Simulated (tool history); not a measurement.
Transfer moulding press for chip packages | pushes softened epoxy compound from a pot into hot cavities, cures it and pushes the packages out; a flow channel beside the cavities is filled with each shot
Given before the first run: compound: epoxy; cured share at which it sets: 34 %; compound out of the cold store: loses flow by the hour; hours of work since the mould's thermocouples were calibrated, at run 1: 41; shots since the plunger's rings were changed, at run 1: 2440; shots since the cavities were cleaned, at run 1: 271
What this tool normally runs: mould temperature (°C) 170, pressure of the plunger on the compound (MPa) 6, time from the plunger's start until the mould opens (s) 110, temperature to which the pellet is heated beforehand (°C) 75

run     day  mould temperature (°C)  pressure of the plunger on the compound (MPa)  time from the plunger's start until the mould opens (s)  temperature to which the pellet is heated beforehand (°C)  hours of work since the mould's thermocouples were calibrated  shots since the plunger's rings were changed  shots since the cavities were cleaned  incoming compound's hours out of the cold store  length that the compound runs in the flow channel (mm)  greatest force on the pins that push the packages out (N)
  1       0                     170                                              6                                                      110                                                         75                                                             41                                          2440                                    271                                             10.7                                                     684                                                        557
      1.029  -- cavities cleaned with cleaning compound and waxed
  2   1.238                     170                                              6                                                      104                                                         75                                                             58                                          2744                                     54                                             11.5                                                     677                                                        632
  3    2.35                     170                                           5.82                                                      110                                                         75                                                             73                                          3032                                    342                                              8.7                                                     678                                                        577
      3.096  -- cavities cleaned with cleaning compound and waxed
  4   3.704                     170                                           5.82                                                      112                                                         75                                                             91                                          3365                                    158                                             28.9                                                     612                                                        535
  5   4.862                     170                                              6                                                      110                                                         75                                                            108                                          3664                                    457                                             41.9                                                     586                                                        538
      5.029  -- cavities cleaned with cleaning compound and waxed
      6.262  -- plunger's sealing rings changed
  6    6.55                     170                                              6                                                      110                                                         75                                                            129                                            74                                    366                                             25.8                                                     636                                                        566
      7.242  -- cavities cleaned with cleaning compound and waxed
  7   7.758                     170                                           7.38                                                      110                                                         75                                                            145                                           371                                    135                                               47                                                     638                                                        530
      9.221  -- cavities cleaned with cleaning compound and waxed
  8   9.788                     170                                           6.02                                                      110                                                         75                                                            173                                           878                                    146                                             37.1                                                     602                                                        554
     11.171  -- cavities cleaned with cleaning compound and waxed
  9  11.271                     170                                           6.02                                                      110                                                         75                                                            193                                          1245                                     26                                             17.9                                                     661                                                        576
     13.112  -- cavities cleaned with cleaning compound and waxed
 10  13.288                     170                                              6                                                       95                                                         75                                                            220                                          1750                                     45                                             25.8                                                     634                                                        732
 11  14.517                     170                                              6                                                       95                                                         75                                                            238                                          2068                                    363                                               15                                                     668                                                        756
     15.117  -- cavities cleaned with cleaning compound and waxed
 12   16.45                     170                                              6                                                      129                                                         75                                                            264                                          2551                                    344                                             41.8                                                     585                                                        492
     17.129  -- cavities cleaned with cleaning compound and waxed
 13  17.612                     170                                              6                                                      129                                                         75                                                            280                                          2835                                    125                                               37                                                     600                                                        463
     19.079  -- cavities cleaned with cleaning compound and waxed
 14  19.704                     168                                           4.85                                                      110                                                         75                                                            308                                          3359                                    162                                              8.4                                                     621                                                        620
 15  20.867                     168                                           4.85                                                      133                                                         75                                                            325                                          3660                                    463                                             37.2                                                     537                                                        503
     21.025  -- cavities cleaned with cleaning compound and waxed
     22.346  -- plunger's sealing rings changed
 16  22.567                     168                                           4.85                                                      133                                                         75                                                            346                                            58                                    372                                             10.6                                                     616                                                        502
       23.1  -- cavities cleaned with cleaning compound and waxed
 17  23.521                     168                                           4.85                                                      133                                                         75                                                            359                                           288                                    109                                             32.7                                                     556                                                        490
 18  24.933                     169                                           5.72                                                      110                                                         75                                                            379                                           653                                    474                                             31.5                                                     598                                                        564
     25.125  -- cavities cleaned with cleaning compound and waxed
     25.904  -- mould's thermocouples calibrated
 19  26.575                     176                                           5.52                                                      136                                                         68                                                              9                                          1040                                    353                                             15.6                                                     628                                                        449
     27.175  -- cavities cleaned with cleaning compound and waxed
 20   28.65                     176                                           5.52                                                      136                                                         68                                                             38                                          1559                                    381                                             20.2                                                     612                                                        443
     29.196  -- cavities cleaned with cleaning compound and waxed
 21  29.962                     170                                           4.54                                                      110                                                         75                                                             55                                          1882                                    198                                             40.9                                                     511                                                        531
     31.267  -- cavities cleaned with cleaning compound and waxed
 22  31.725                     170                                           4.54                                                      110                                                         75                                                             79                                          2322                                    119                                             25.7                                                     547                                                        549
 23  32.846                     170                                           4.54                                                      110                                                         75                                                             95                                          2611                                    408                                             42.7                                                     507                                                        564

Across each entry between runs, compare the hidden state at the last listed run before it with the hidden state at the first listed run after it:
After run 1, before run 2: cavities cleaned with cleaning compound and waxed (day 1.029)
  pressure that reaches the compound, % of what is set: 99.74 -> 99.71; grip of the stained cavities, % over clean ones': 1.1 -> 0.4
After run 3, before run 4: cavities cleaned with cleaning compound and waxed (day 3.096)
  true mould temperature over the reading, C: -0.01 -> 0; pressure that reaches the compound, % of what is set: 99.68 -> 99.65; grip of the stained cavities, % over clean ones': 1.3 -> 0.7
After run 5, before run 6: cavities cleaned with cleaning compound and waxed (day 5.029); plunger's sealing rings changed (day 6.262)
  pressure that reaches the compound, % of what is set: 99.62 -> 99.95; grip of the stained cavities, % over clean ones': 1.5 -> 1.4
After run 6, before run 7: cavities cleaned with cleaning compound and waxed (day 7.242)
  pressure that reaches the compound, % of what is set: 99.95 -> 99.93; grip of the stained cavities, % over clean ones': 1.4 -> 0.7
After run 7, before run 8: cavities cleaned with cleaning compound and waxed (day 9.221)
  pressure that reaches the compound, % of what is set: 99.93 -> 99.88
After run 8, before run 9: cavities cleaned with cleaning compound and waxed (day 11.171)
  pressure that reaches the compound, % of what is set: 99.88 -> 99.85; grip of the stained cavities, % over clean ones': 0.7 -> 0.3
After run 9, before run 10: cavities cleaned with cleaning compound and waxed (day 13.112)
  true mould temperature over the reading, C: 0 -> 0.01; pressure that reaches the compound, % of what is set: 99.85 -> 99.8
After run 11, before run 12: cavities cleaned with cleaning compound and waxed (day 15.117)
  pressure that reaches the compound, % of what is set: 99.78 -> 99.73; grip of the stained cavities, % over clean ones': 1.4 -> 1.3
After run 12, before run 13: cavities cleaned with cleaning compound and waxed (day 17.129)
  pressure that reaches the compound, % of what is set: 99.73 -> 99.71; grip of the stained cavities, % over clean ones': 1.3 -> 0.7
After run 13, before run 14: cavities cleaned with cleaning compound and waxed (day 19.079)
  pressure that reaches the compound, % of what is set: 99.71 -> 99.66
After run 15, before run 16: cavities cleaned with cleaning compound and waxed (day 21.025); plunger's sealing rings changed (day 22.346)
  pressure that reaches the compound, % of what is set: 99.64 -> 99.98; grip of the stained cavities, % over clean ones': 1.6 -> 1.4
After run 16, before run 17: cavities cleaned with cleaning compound and waxed (day 23.1)
  pressure that reaches the compound, % of what is set: 99.98 -> 99.96; grip of the stained cavities, % over clean ones': 1.4 -> 0.5
After run 18, before run 19: cavities cleaned with cleaning compound and waxed (day 25.125); mould's thermocouples calibrated (day 25.904)
  true mould temperature over the reading, C: 0.02 -> 0; pressure that reaches the compound, % of what is set: 99.93 -> 99.9; grip of the stained cavities, % over clean ones': 1.6 -> 1.4
After run 19, before run 20: cavities cleaned with cleaning compound and waxed (day 27.175)
  pressure that reaches the compound, % of what is set: 99.9 -> 99.85
After run 20, before run 21: cavities cleaned with cleaning compound and waxed (day 29.196)
  pressure that reaches the compound, % of what is set: 99.85 -> 99.82; grip of the stained cavities, % over clean ones': 1.4 -> 0.8
After run 21, before run 22: cavities cleaned with cleaning compound and waxed (day 31.267)
  pressure that reaches the compound, % of what is set: 99.82 -> 99.78; grip of the stained cavities, % over clean ones': 0.8 -> 0.6
